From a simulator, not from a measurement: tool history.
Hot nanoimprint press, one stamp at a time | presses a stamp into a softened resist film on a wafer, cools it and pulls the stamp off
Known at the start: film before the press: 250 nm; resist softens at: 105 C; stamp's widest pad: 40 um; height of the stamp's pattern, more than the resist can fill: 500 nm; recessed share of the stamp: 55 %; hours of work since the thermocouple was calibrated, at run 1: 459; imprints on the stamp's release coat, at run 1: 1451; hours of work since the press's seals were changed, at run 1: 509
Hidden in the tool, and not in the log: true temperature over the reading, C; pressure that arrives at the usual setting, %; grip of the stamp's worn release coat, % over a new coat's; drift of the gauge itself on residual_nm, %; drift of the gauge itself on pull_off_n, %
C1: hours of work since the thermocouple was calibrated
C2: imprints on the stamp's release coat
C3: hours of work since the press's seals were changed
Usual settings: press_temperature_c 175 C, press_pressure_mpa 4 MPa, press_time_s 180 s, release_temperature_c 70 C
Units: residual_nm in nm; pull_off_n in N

run 1 hour=0 | press_temperature_c=175 press_pressure_mpa=4 press_time_s=180 release_temperature_c=70 | C1=459 C2=1451 C3=509 | residual_nm=107.1 pull_off_n=199
run 2 hour=19.4 | press_temperature_c=175 press_pressure_mpa=4 press_time_s=180 release_temperature_c=70 | C1=470 C2=1510 C3=519 | residual_nm=107.4 pull_off_n=195
run 3 hour=31.9 | press_temperature_c=175 press_pressure_mpa=4 press_time_s=180 release_temperature_c=70 | C1=476 C2=1548 C3=526 | residual_nm=106.7 pull_off_n=199
run 4 hour=43.7 | press_temperature_c=175 press_pressure_mpa=4 press_time_s=180 release_temperature_c=70 | C1=483 C2=1584 C3=532 | residual_nm=106.8 pull_off_n=197
run 5 hour=63.6 | press_temperature_c=186 press_pressure_mpa=4 press_time_s=180 release_temperature_c=70 | C1=493 C2=1645 C3=543 | residual_nm=65.9 pull_off_n=197
-- hour=70.4 plate thermocouple calibrated
run 6 hour=85.1 | press_temperature_c=176 press_pressure_mpa=4 press_time_s=180 release_temperature_c=70 | C1=8 C2=1701 C3=553 | residual_nm=106.7 pull_off_n=196
-- hour=93.1 stamp cleaned and given a new release coat
run 7 hour=104.4 | press_temperature_c=176 press_pressure_mpa=4 press_time_s=180 release_temperature_c=70 | C1=15 C2=34 C3=560 | residual_nm=108.2 pull_off_n=169
run 8 hour=122.6 | press_temperature_c=176 press_pressure_mpa=4 press_time_s=180 release_temperature_c=70 | C1=25 C2=90 C3=570 | residual_nm=107.9 pull_off_n=172
run 9 hour=132.4 | press_temperature_c=176 press_pressure_mpa=4 press_time_s=180 release_temperature_c=70 | C1=30 C2=120 C3=575 | residual_nm=108.5 pull_off_n=176
run 10 hour=151.9 | press_temperature_c=176 press_pressure_mpa=4 press_time_s=180 release_temperature_c=70 | C1=40 C2=179 C3=585 | residual_nm=108.9 pull_off_n=182
run 11 hour=169.3 | press_temperature_c=180 press_pressure_mpa=5.17 press_time_s=149 release_temperature_c=68 | C1=50 C2=232 C3=595 | residual_nm=87.4 pull_off_n=170
-- hour=175.8 plate thermocouple calibrated, once more
run 12 hour=183.3 | press_temperature_c=175 press_pressure_mpa=4 press_time_s=233 release_temperature_c=70 | C1=4 C2=266 C3=600 | residual_nm=87.5 pull_off_n=163
run 13 hour=193 | press_temperature_c=184 press_pressure_mpa=2.83 press_time_s=252 release_temperature_c=75 | C1=9 C2=296 C3=606 | residual_nm=66.8 pull_off_n=143
run 14 hour=208.7 | press_temperature_c=171 press_pressure_mpa=4.68 press_time_s=301 release_temperature_c=75 | C1=18 C2=344 C3=614 | residual_nm=89 pull_off_n=145
run 15 hour=227.8 | press_temperature_c=175 press_pressure_mpa=4 press_time_s=131 release_temperature_c=70 | C1=28 C2=402 C3=624 | residual_nm=111 pull_off_n=165
run 16 hour=241.2 | press_temperature_c=167 press_pressure_mpa=4 press_time_s=96 release_temperature_c=70 | C1=35 C2=443 C3=631 | residual_nm=169.7 pull_off_n=164
run 17 hour=258.6 | press_temperature_c=178 press_pressure_mpa=3.61 press_time_s=96 release_temperature_c=70 | C1=44 C2=496 C3=641 | residual_nm=117.6 pull_off_n=169
run 18 hour=280.6 | press_temperature_c=178 press_pressure_mpa=3.61 press_time_s=96 release_temperature_c=70 | C1=56 C2=563 C3=653 | residual_nm=115.1 pull_off_n=173
run 19 hour=298.9 | press_temperature_c=167 press_pressure_mpa=4.24 press_time_s=99 release_temperature_c=60 | C1=66 C2=619 C3=662 | residual_nm=165.7 pull_off_n=218

Forecast each of these 3 alternatives for the next run:
run A hour=312.5 | press_temperature_c=174 press_pressure_mpa=4 press_time_s=232 release_temperature_c=70 | C1=73 C2=661 C3=670 | residual_nm=? pull_off_n=?
run B hour=312.5 | press_temperature_c=175 press_pressure_mpa=5.28 press_time_s=180 release_temperature_c=59 | C1=73 C2=661 C3=670 | residual_nm=? pull_off_n=?
run C hour=312.5 | press_temperature_c=167 press_pressure_mpa=5.09 press_time_s=99 release_temperature_c=60 | C1=73 C2=661 C3=670 | residual_nm=? pull_off_n=?

run=A residual_nm=93.4 pull_off_n=167
run=B residual_nm=86.3 pull_off_n=220
run=C residual_nm=157.4 pull_off_n=211
Without the tool's hidden state the same runs would have given:
run=A residual_nm=90.7 pull_off_n=155
run=B residual_nm=83.1 pull_off_n=204
run=C residual_nm=153.3 pull_off_n=196

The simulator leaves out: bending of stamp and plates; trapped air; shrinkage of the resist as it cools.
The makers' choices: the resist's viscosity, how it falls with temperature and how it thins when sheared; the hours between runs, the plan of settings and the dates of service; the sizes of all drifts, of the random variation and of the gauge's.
